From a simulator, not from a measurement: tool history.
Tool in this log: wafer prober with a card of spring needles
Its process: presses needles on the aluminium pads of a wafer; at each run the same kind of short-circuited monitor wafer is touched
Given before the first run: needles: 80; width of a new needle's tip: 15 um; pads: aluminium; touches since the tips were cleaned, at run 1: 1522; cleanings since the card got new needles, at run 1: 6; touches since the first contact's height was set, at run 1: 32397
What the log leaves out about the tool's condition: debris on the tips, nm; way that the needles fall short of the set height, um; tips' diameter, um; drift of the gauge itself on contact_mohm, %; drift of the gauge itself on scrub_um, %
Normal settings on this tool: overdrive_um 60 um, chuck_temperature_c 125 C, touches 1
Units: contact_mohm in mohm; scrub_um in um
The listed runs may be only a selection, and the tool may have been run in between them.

run   hour  overdrive_um  chuck_temperature_c  touches  touches since the tips were cleaned  cleanings since the card got new needles  touches since the first contact's height was set  contact_mohm  scrub_um
  1    0.0            60                  125        1                                 1522                                         6                                             32397           228     16.27
       6.2  -- tips cleaned on abrasive film
      16.5  -- tips cleaned on abrasive film
  2   19.1            66                  125        1                                 1456                                         8                                             42802           226     17.84
      25.2  -- tips cleaned on abrasive film
      35.4  -- tips cleaned on abrasive film
  3   39.8            60                  125        1                                 2426                                        10                                             54024           239     16.15
      43.9  -- tips cleaned on abrasive film
      52.2  -- tips cleaned on abrasive film
      62.2  -- tips cleaned on abrasive film
  4   62.2            60                   78        1                                    0                                        13                                             66181           204     16.19
      70.4  -- tips cleaned on abrasive film
      80.5  -- tips cleaned on abrasive film
      90.7  -- tips cleaned on abrasive film
     100.9  -- tips cleaned on abrasive film
  5  101.6            60                   78        1                                  396                                        17                                             87624           215     16.13
     109.9  -- tips cleaned on abrasive film
     118.1  -- tips cleaned on abrasive film
     128.2  -- tips cleaned on abrasive film
     136.5  -- tips cleaned on abrasive film
  6  136.7            60                   78        1                                  102                                        21                                            106643           206     16.03
     144.9  -- tips cleaned on abrasive film
     155.2  -- tips cleaned on abrasive film
     165.3  -- tips cleaned on abrasive film
     167.7  -- height of the first contact set anew
     175.8  -- tips cleaned on abrasive film
  7  181.1            60                   78        1                                 2874                                        25                                              7311           237     16.39
     185.2  -- tips cleaned on abrasive film
     195.4  -- tips cleaned on abrasive film
     205.6  -- tips cleaned on abrasive film
     214.8  -- tips cleaned on abrasive film
  8  214.8            60                   78        1                                    0                                        29                                             25611           204     16.29
     225.1  -- tips cleaned on abrasive film
     235.3  -- tips cleaned on abrasive film
     245.4  -- tips cleaned on abrasive film
  9  250.5            60                  125        1                                 2801                                        32                                             45084           243     16.19
     254.7  -- tips cleaned on abrasive film
     263.0  -- tips cleaned on abrasive film
     272.8  -- tips cleaned on abrasive film
     281.2  -- tips cleaned on abrasive film
 10  281.2            60                  125        1                                    0                                        36                                             61690           215     16.13
     291.2  -- tips cleaned on abrasive film
     301.5  -- tips cleaned on abrasive film
 11  309.2            60                  125        1                                 4216                                        38                                             76971           256     16.00
     311.3  -- tips cleaned on abrasive film
     321.5  -- tips cleaned on abrasive film
     331.5  -- tips cleaned on abrasive film
     341.7  -- tips cleaned on abrasive film
 12  347.8            60                  125        1                                 3323                                        42                                             97956           245     15.98
     352.0  -- tips cleaned on abrasive film
     360.2  -- tips cleaned on abrasive film
     370.4  -- tips cleaned on abrasive film
 13  375.0            60                  125        1                                 2510                                        45                                            112719           242     15.96
     379.1  -- tips cleaned on abrasive film
     389.4  -- tips cleaned on abrasive film
     393.6  -- height of the first contact set anew
     399.8  -- tips cleaned on abrasive film
 14  406.0            68                  125        1                                 3414                                        48                                              6743           241     18.65
     408.2  -- tips cleaned on abrasive film
     416.4  -- tips cleaned on abrasive film
     426.1  -- tips cleaned on abrasive film
 15  426.1            60                  125        2                                    0                                        51                                             17628           211     16.31
     434.4  -- tips cleaned on abrasive film
     444.7  -- tips cleaned on abrasive film
 16  450.3            60                   78        1                                 3115                                        53                                             30808           238     16.27
     454.5  -- tips cleaned on abrasive film
     464.8  -- tips cleaned on abrasive film
     473.0  -- tips cleaned on abrasive film
     483.2  -- tips cleaned on abrasive film
     493.5  -- tips cleaned on abrasive film
 17  495.7            77                  125        1                                 1202                                        58                                             55451           220     20.88
     501.9  -- tips cleaned on abrasive film
     512.0  -- tips cleaned on abrasive film
 18  514.0            77                  125        1                                 1120                                        60                                             65400           225     20.77
     521.9  -- tips cleaned on abrasive film
     530.2  -- tips cleaned on abrasive film
     540.2  -- tips cleaned on abrasive film
     550.2  -- tips cleaned on abrasive film
 19  552.6            60                   28        1                                 1299                                        64                                             86388           216     16.08
     558.8  -- tips cleaned on abrasive film
     567.0  -- tips cleaned on abrasive film
     577.3  -- tips cleaned on abrasive film
     585.6  -- tips cleaned on abrasive film
 20  585.9            79                  125        1                                  199                                        68                                            104476           214     21.17
     594.2  -- tips cleaned on abrasive film
     604.4  -- tips cleaned on abrasive film
 21  611.2            56                  103        2                                 3684                                        70                                            118222           241     14.86
     613.3  -- tips cleaned on abrasive film
     619.7  -- height of the first contact set anew
     623.9  -- tips cleaned on abrasive film
     632.1  -- tips cleaned on abrasive film
     642.4  -- tips cleaned on abrasive film
     652.7  -- tips cleaned on abrasive film
 22  654.1            56                  103        2                                  803                                        75                                             18697           216     15.21
     662.4  -- tips cleaned on abrasive film
     672.7  -- tips cleaned on abrasive film
     682.9  -- tips cleaned on abrasive film
 23  687.5            60                   37        1                                 2529                                        78                                             36883           229     16.33
     691.7  -- tips cleaned on abrasive film
     700.0  -- tips cleaned on abrasive film
     710.2  -- tips cleaned on abrasive film
     720.5  -- tips cleaned on abrasive film
 24  720.5            60                   37        1                                    0                                        82                                             54752           198     16.20
     728.7  -- tips cleaned on abrasive film
     739.0  -- tips cleaned on abrasive film
     747.2  -- tips cleaned on abrasive film
     757.5  -- tips cleaned on abrasive film
 25  762.0            50                   25        1                                 2455                                        86                                             77338           239     13.37
     766.0  -- tips cleaned on abrasive film
     776.3  -- tips cleaned on abrasive film
     784.5  -- tips cleaned on abrasive film
 26  791.0            50                   25        1                                 3556                                        89                                             93104           248     13.33
     793.1  -- tips cleaned on abrasive film
     803.2  -- tips cleaned on abrasive film
     813.5  -- tips cleaned on abrasive film
 27  813.6            60                   35        1                                   84                                        92                                            105368           202     15.94

Alternative continuations, all from the tool just after run 27; predict every row:
     823.7  -- tips cleaned on abrasive film
     834.0  -- tips cleaned on abrasive film
     844.1  -- tips cleaned on abrasive film
     846.4  -- height of the first contact set anew
     853.2  -- tips cleaned on abrasive film
  A  853.2            51                  125        2                                    0                                        96                                              3661             ?         ?
     823.7  -- tips cleaned on abrasive film
     834.0  -- tips cleaned on abrasive film
     844.1  -- tips cleaned on abrasive film
     846.4  -- height of the first contact set anew
     853.2  -- tips cleaned on abrasive film
  B  853.2            60                   67        1                                    0                                        96                                              3661             ?         ?
     823.7  -- tips cleaned on abrasive film
     834.0  -- tips cleaned on abrasive film
     844.1  -- tips cleaned on abrasive film
     846.4  -- height of the first contact set anew
     853.2  -- tips cleaned on abrasive film
  C  853.2            60                  125        2                                    0                                        96                                              3661             ?         ?
     823.7  -- tips cleaned on abrasive film
     834.0  -- tips cleaned on abrasive film
     844.1  -- tips cleaned on abrasive film
     846.4  -- height of the first contact set anew
     853.2  -- tips cleaned on abrasive film
  D  853.2            60                   95        1                                    0                                        96                                              3661             ?         ?

run  contact_mohm  scrub_um
  A           217     13.88
  B           204     16.35
  C           215     16.39
  D           209     16.43
The same runs, with their run-to-run variation unchanged, on a tool lacking any hidden condition would have given:
run  contact_mohm  scrub_um
  A           212     13.90
  B           198     16.37
  C           211     16.41
  D           204     16.44
